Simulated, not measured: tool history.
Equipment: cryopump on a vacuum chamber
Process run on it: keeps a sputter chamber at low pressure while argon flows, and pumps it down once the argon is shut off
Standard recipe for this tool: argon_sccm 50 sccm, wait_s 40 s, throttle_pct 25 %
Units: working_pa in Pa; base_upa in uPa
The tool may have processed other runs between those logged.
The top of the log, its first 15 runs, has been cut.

run,hour,argon_sccm,wait_s,throttle_pct,working_pa,base_upa
16,282.3,50,89,25,0.2425,2.40
17,299.8,56,40,25,0.2701,3.27
18,312.5,56,40,25,0.2711,3.31
19,334.2,30,168,22,0.1646,2.11
20,359.4,30,168,22,0.1639,2.17
21,378.3,50,271,25,0.2443,2.06
22,397.0,50,94,25,0.2429,2.50
23,408.2,50,267,18,0.3381,2.17

Run 24 has not been measured yet. What should we expect?
24,427.6,39,24,35,?,?

Logged for run 24: working_pa 0.1387 Pa, base_upa 4.57 uPa.
Minus the tool's unlogged condition, the same run would have read working_pa 0.1300 Pa, base_upa 2.87 uPa.
